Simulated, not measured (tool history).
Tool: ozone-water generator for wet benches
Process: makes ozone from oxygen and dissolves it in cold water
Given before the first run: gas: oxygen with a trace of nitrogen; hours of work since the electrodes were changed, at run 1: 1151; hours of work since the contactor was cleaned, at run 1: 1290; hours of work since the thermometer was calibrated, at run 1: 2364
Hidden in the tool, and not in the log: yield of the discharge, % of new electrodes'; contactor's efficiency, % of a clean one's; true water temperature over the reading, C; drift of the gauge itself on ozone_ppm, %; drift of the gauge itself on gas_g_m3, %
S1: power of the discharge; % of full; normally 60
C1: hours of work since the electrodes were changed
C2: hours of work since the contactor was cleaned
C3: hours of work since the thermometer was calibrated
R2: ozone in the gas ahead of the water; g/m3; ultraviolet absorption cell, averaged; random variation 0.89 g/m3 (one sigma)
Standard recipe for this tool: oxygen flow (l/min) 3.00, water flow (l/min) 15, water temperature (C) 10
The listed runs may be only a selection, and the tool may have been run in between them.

run 1 day=0.000 | S1=60 oxygen_flow_(l/min)=3.00 water_flow_(l/min)=15 water_temperature_(C)=10 | C1=1151 C2=1290 C3=2364 | dissolved_ozone_(ppm)=15.7 R2=143.7
run 2 day=1.762 | S1=60 oxygen_flow_(l/min)=3.00 water_flow_(l/min)=15 water_temperature_(C)=10 | C1=1190 C2=1329 C3=2403 | dissolved_ozone_(ppm)=15.6 R2=144.8
run 3 day=3.925 | S1=60 oxygen_flow_(l/min)=2.20 water_flow_(l/min)=15 water_temperature_(C)=10 | C1=1238 C2=1377 C3=2451 | dissolved_ozone_(ppm)=14.0 R2=162.1
run 4 day=5.262 | S1=60 oxygen_flow_(l/min)=2.20 water_flow_(l/min)=15 water_temperature_(C)=10 | C1=1268 C2=1407 C3=2481 | dissolved_ozone_(ppm)=13.9 R2=161.9
run 5 day=7.121 | S1=60 oxygen_flow_(l/min)=2.20 water_flow_(l/min)=15 water_temperature_(C)=10 | C1=1309 C2=1448 C3=2522 | dissolved_ozone_(ppm)=13.9 R2=161.3
run 6 day=8.812 | S1=60 oxygen_flow_(l/min)=2.20 water_flow_(l/min)=15 water_temperature_(C)=10 | C1=1347 C2=1485 C3=2560 | dissolved_ozone_(ppm)=14.0 R2=160.7
run 7 day=10.712 | S1=60 oxygen_flow_(l/min)=2.20 water_flow_(l/min)=15 water_temperature_(C)=10 | C1=1389 C2=1528 C3=2602 | dissolved_ozone_(ppm)=13.9 R2=160.2
run 8 day=12.804 | S1=60 oxygen_flow_(l/min)=2.20 water_flow_(l/min)=15 water_temperature_(C)=10 | C1=1435 C2=1574 C3=2648 | dissolved_ozone_(ppm)=13.8 R2=160.5
run 9 day=14.296 | S1=60 oxygen_flow_(l/min)=2.20 water_flow_(l/min)=19 water_temperature_(C)=10 | C1=1468 C2=1607 C3=2682 | dissolved_ozone_(ppm)=11.3 R2=161.3
run 10 day=15.296 | S1=60 oxygen_flow_(l/min)=3.00 water_flow_(l/min)=15 water_temperature_(C)=6 | C1=1491 C2=1629 C3=2704 | dissolved_ozone_(ppm)=16.0 R2=142.3
run 11 day=17.400 | S1=60 oxygen_flow_(l/min)=3.00 water_flow_(l/min)=15 water_temperature_(C)=11 | C1=1537 C2=1676 C3=2751 | dissolved_ozone_(ppm)=15.0 R2=141.3
run 12 day=19.538 | S1=60 oxygen_flow_(l/min)=3.00 water_flow_(l/min)=15 water_temperature_(C)=11 | C1=1585 C2=1724 C3=2798 | dissolved_ozone_(ppm)=15.4 R2=142.2
run 13 day=20.504 | S1=60 oxygen_flow_(l/min)=3.00 water_flow_(l/min)=15 water_temperature_(C)=11 | C1=1606 C2=1745 C3=2820 | dissolved_ozone_(ppm)=15.2 R2=141.8
run 14 day=21.992 | S1=60 oxygen_flow_(l/min)=2.18 water_flow_(l/min)=15 water_temperature_(C)=11 | C1=1639 C2=1778 C3=2853 | dissolved_ozone_(ppm)=13.9 R2=159.9
run 15 day=23.817 | S1=60 oxygen_flow_(l/min)=2.18 water_flow_(l/min)=15 water_temperature_(C)=11 | C1=1680 C2=1819 C3=2893 | dissolved_ozone_(ppm)=13.6 R2=159.1
-- day=24.012 water thermometer calibrated
run 16 day=25.346 | S1=60 oxygen_flow_(l/min)=2.18 water_flow_(l/min)=15 water_temperature_(C)=11 | C1=1713 C2=1852 C3=30 | dissolved_ozone_(ppm)=13.6 R2=159.5
run 17 day=26.804 | S1=60 oxygen_flow_(l/min)=2.18 water_flow_(l/min)=15 water_temperature_(C)=11 | C1=1746 C2=1885 C3=62 | dissolved_ozone_(ppm)=13.7 R2=159.3
run 18 day=29.042 | S1=60 oxygen_flow_(l/min)=2.71 water_flow_(l/min)=14 water_temperature_(C)=11 | C1=1795 C2=1934 C3=112 | dissolved_ozone_(ppm)=15.6 R2=147.4
run 19 day=30.271 | S1=60 oxygen_flow_(l/min)=2.71 water_flow_(l/min)=14 water_temperature_(C)=11 | C1=1823 C2=1962 C3=139 | dissolved_ozone_(ppm)=15.7 R2=148.2
-- day=32.046 water thermometer calibrated, once more
run 20 day=32.308 | S1=86 oxygen_flow_(l/min)=5.16 water_flow_(l/min)=13 water_temperature_(C)=11 | C1=1868 C2=2006 C3=6 | dissolved_ozone_(ppm)=23.5 R2=142.8
run 21 day=33.712 | S1=47 oxygen_flow_(l/min)=2.59 water_flow_(l/min)=15 water_temperature_(C)=10 | C1=1899 C2=2038 C3=37 | dissolved_ozone_(ppm)=12.7 R2=129.0
run 22 day=35.471 | S1=47 oxygen_flow_(l/min)=2.59 water_flow_(l/min)=15 water_temperature_(C)=10 | C1=1938 C2=2077 C3=76 | dissolved_ozone_(ppm)=12.6 R2=129.5
run 23 day=37.008 | S1=47 oxygen_flow_(l/min)=2.59 water_flow_(l/min)=15 water_temperature_(C)=10 | C1=1972 C2=2111 C3=110 | dissolved_ozone_(ppm)=12.5 R2=128.8
run 24 day=37.938 | S1=47 oxygen_flow_(l/min)=2.59 water_flow_(l/min)=15 water_temperature_(C)=10 | C1=1993 C2=2131 C3=131 | dissolved_ozone_(ppm)=12.4 R2=127.4
run 25 day=40.125 | S1=60 oxygen_flow_(l/min)=3.81 water_flow_(l/min)=15 water_temperature_(C)=17 | C1=2041 C2=2180 C3=179 | dissolved_ozone_(ppm)=14.9 R2=130.5
run 26 day=42.258 | S1=60 oxygen_flow_(l/min)=3.81 water_flow_(l/min)=15 water_temperature_(C)=17 | C1=2088 C2=2227 C3=227 | dissolved_ozone_(ppm)=14.9 R2=129.5
run 27 day=44.371 | S1=56 oxygen_flow_(l/min)=1.50 water_flow_(l/min)=16 water_temperature_(C)=9 | C1=2135 C2=2274 C3=274 | dissolved_ozone_(ppm)=10.5 R2=174.2
run 28 day=46.533 | S1=62 oxygen_flow_(l/min)=2.17 water_flow_(l/min)=12 water_temperature_(C)=10 | C1=2184 C2=2322 C3=322 | dissolved_ozone_(ppm)=16.6 R2=160.1
run 29 day=48.604 | S1=62 oxygen_flow_(l/min)=2.17 water_flow_(l/min)=12 water_temperature_(C)=10 | C1=2229 C2=2368 C3=368 | dissolved_ozone_(ppm)=16.7 R2=163.1
run 30 day=50.338 | S1=62 oxygen_flow_(l/min)=2.17 water_flow_(l/min)=12 water_temperature_(C)=10 | C1=2268 C2=2407 C3=406 | dissolved_ozone_(ppm)=16.7 R2=159.5
run 31 day=52.329 | S1=62 oxygen_flow_(l/min)=2.17 water_flow_(l/min)=12 water_temperature_(C)=10 | C1=2312 C2=2451 C3=450 | dissolved_ozone_(ppm)=16.9 R2=161.0
run 32 day=53.379 | S1=88 oxygen_flow_(l/min)=3.00 water_flow_(l/min)=15 water_temperature_(C)=8 | C1=2336 C2=2474 C3=474 | dissolved_ozone_(ppm)=19.5 R2=174.0
run 33 day=54.817 | S1=88 oxygen_flow_(l/min)=3.00 water_flow_(l/min)=15 water_temperature_(C)=8 | C1=2367 C2=2506 C3=506 | dissolved_ozone_(ppm)=19.3 R2=173.1

The same runs without the tool's hidden state, with the same run-to-run variation:
run=1 dissolved_ozone_(ppm)=16.2 R2=147.1
run=2 dissolved_ozone_(ppm)=16.2 R2=148.4
run=3 dissolved_ozone_(ppm)=14.5 R2=166.3
run=4 dissolved_ozone_(ppm)=14.4 R2=166.2
run=5 dissolved_ozone_(ppm)=14.5 R2=165.7
run=6 dissolved_ozone_(ppm)=14.6 R2=165.2
run=7 dissolved_ozone_(ppm)=14.5 R2=164.9
run=8 dissolved_ozone_(ppm)=14.4 R2=165.4
run=9 dissolved_ozone_(ppm)=11.8 R2=166.4
run=10 dissolved_ozone_(ppm)=16.8 R2=146.9
run=11 dissolved_ozone_(ppm)=15.7 R2=146.1
run=12 dissolved_ozone_(ppm)=16.1 R2=147.2
run=13 dissolved_ozone_(ppm)=15.9 R2=146.8
run=14 dissolved_ozone_(ppm)=14.6 R2=165.7
run=15 dissolved_ozone_(ppm)=14.3 R2=165.1
run=16 dissolved_ozone_(ppm)=14.3 R2=165.5
run=17 dissolved_ozone_(ppm)=14.4 R2=165.5
run=18 dissolved_ozone_(ppm)=16.5 R2=153.3
run=19 dissolved_ozone_(ppm)=16.6 R2=154.2
run=20 dissolved_ozone_(ppm)=25.0 R2=150.3
run=21 dissolved_ozone_(ppm)=13.3 R2=133.6
run=22 dissolved_ozone_(ppm)=13.3 R2=134.2
run=23 dissolved_ozone_(ppm)=13.2 R2=133.7
run=24 dissolved_ozone_(ppm)=13.0 R2=132.2
run=25 dissolved_ozone_(ppm)=15.8 R2=136.5
run=26 dissolved_ozone_(ppm)=15.8 R2=135.7
run=27 dissolved_ozone_(ppm)=11.1 R2=182.3
run=28 dissolved_ozone_(ppm)=17.7 R2=168.4
run=29 dissolved_ozone_(ppm)=17.8 R2=171.7
run=30 dissolved_ozone_(ppm)=17.8 R2=168.0
run=31 dissolved_ozone_(ppm)=18.1 R2=169.8
run=32 dissolved_ozone_(ppm)=21.2 R2=185.9
run=33 dissolved_ozone_(ppm)=20.9 R2=185.1

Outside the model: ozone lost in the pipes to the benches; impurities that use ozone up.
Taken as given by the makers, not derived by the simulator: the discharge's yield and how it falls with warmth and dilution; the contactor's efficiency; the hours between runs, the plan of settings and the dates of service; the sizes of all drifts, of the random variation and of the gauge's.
